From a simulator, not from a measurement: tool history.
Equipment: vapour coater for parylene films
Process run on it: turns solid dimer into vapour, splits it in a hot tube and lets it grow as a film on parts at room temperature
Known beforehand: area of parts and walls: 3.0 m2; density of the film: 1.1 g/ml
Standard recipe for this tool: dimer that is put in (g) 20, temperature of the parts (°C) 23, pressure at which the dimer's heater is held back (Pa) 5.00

run     day  dimer that is put in (g)  temperature of the parts (°C)  pressure at which the dimer's heater is held back (Pa)  thickness of the film (µm)
  1   0.000                        20                             23                                                    5.00                        3.06
  2   3.512                        20                             23                                                    5.00                        3.06
  3   5.438                        20                             23                                                    5.00                        2.96
  4   8.871                        20                             23                                                    5.00                        2.94
  5  12.250                        20                             23                                                    5.00                        2.96
     13.117  -- trap's valve overhauled
  6  13.983                        20                             23                                                    5.00                        3.19
  7  17.308                        20                             23                                                    5.00                        3.13
  8  20.196                        20                             23                                                    5.00                        3.19
  9  22.108                        20                             23                                                    5.00                        3.12
 10  25.271                        20                             23                                                    5.00                        3.08
 11  28.658                        20                             23                                                    5.00                        3.01
 12  30.588                        20                             23                                                    5.00                        3.06
 13  32.958                        16                             16                                                    4.91                        2.71
 14  35.188                        21                             31                                                    3.44                        3.03
     35.379  -- table's thermometer calibrated
 15  37.746                        21                             31                                                    3.44                        3.09
 16  40.054                        23                             20                                                    5.53                        3.53
     40.483  -- trap's valve overhauled
 17  43.446                        11                             17                                                    5.00                        1.95

Forecast run 18:
 18  46.212                        36                             17                                                    5.00                           ?

thickness of the film (µm): 6.34
On a tool with no hidden condition, and with the same random variation, this run would have come out at thickness of the film (µm) 6.28.

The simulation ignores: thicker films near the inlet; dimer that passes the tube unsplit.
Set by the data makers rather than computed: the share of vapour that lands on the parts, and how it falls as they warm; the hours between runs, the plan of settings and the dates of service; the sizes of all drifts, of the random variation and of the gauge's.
